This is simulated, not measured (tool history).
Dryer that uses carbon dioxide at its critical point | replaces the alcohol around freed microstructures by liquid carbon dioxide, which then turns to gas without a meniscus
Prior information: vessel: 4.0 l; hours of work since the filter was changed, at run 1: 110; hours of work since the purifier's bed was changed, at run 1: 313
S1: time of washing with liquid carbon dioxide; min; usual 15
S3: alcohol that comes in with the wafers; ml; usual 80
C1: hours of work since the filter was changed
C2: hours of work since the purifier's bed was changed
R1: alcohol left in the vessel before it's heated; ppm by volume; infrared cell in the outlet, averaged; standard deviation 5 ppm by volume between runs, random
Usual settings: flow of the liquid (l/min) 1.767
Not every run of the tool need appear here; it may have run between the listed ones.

run 1 hour=0 | S1=15 flow_of_the_liquid_(l/min)=1.767 S3=80 | C1=110 C2=313 | R1=139
run 2 hour=8.9 | S1=15 flow_of_the_liquid_(l/min)=1.767 S3=80 | C1=117 C2=320 | R1=133
run 3 hour=15.9 | S1=15 flow_of_the_liquid_(l/min)=1.767 S3=80 | C1=122 C2=325 | R1=148
run 4 hour=28.6 | S1=15 flow_of_the_liquid_(l/min)=1.767 S3=80 | C1=132 C2=334 | R1=141
run 5 hour=34.9 | S1=15 flow_of_the_liquid_(l/min)=1.82 S3=80 | C1=136 C2=339 | R1=134
run 6 hour=48.4 | S1=15 flow_of_the_liquid_(l/min)=1.767 S3=80 | C1=146 C2=349 | R1=149
run 7 hour=57.7 | S1=14 flow_of_the_liquid_(l/min)=1.767 S3=115 | C1=153 C2=356 | R1=223
run 8 hour=66.3 | S1=15 flow_of_the_liquid_(l/min)=2.11 S3=54 | C1=159 C2=362 | R1=114
run 9 hour=75.8 | S1=15 flow_of_the_liquid_(l/min)=2.11 S3=54 | C1=167 C2=369 | R1=116
run 10 hour=83.6 | S1=15 flow_of_the_liquid_(l/min)=2.11 S3=54 | C1=172 C2=375 | R1=109
run 11 hour=90 | S1=15 flow_of_the_liquid_(l/min)=1.32 S3=24 | C1=177 C2=380 | R1=179

Here are 4 independent what-if runs from the current tool condition. What would each one return?
-- hour=92.8 inlet filter changed
run A hour=101.6 | S1=18 flow_of_the_liquid_(l/min)=1.17 S3=66 | C1=7 C2=388 | R1=?
-- hour=92.8 inlet filter changed
run B hour=101.6 | S1=15 flow_of_the_liquid_(l/min)=1.767 S3=43 | C1=7 C2=388 | R1=?
-- hour=92.8 inlet filter changed
run C hour=101.6 | S1=22 flow_of_the_liquid_(l/min)=2.4 S3=85 | C1=7 C2=388 | R1=?
-- hour=92.8 inlet filter changed
run D hour=101.6 | S1=16 flow_of_the_liquid_(l/min)=1.32 S3=57 | C1=7 C2=388 | R1=?

run=A R1=208
run=B R1=111
run=C R1=109
run=D R1=192
The same runs, with their run-to-run variation unchanged, on a tool lacking any hidden condition would have given:
run=A R1=105
run=B R1=15
run=C R1=9
run=D R1=88
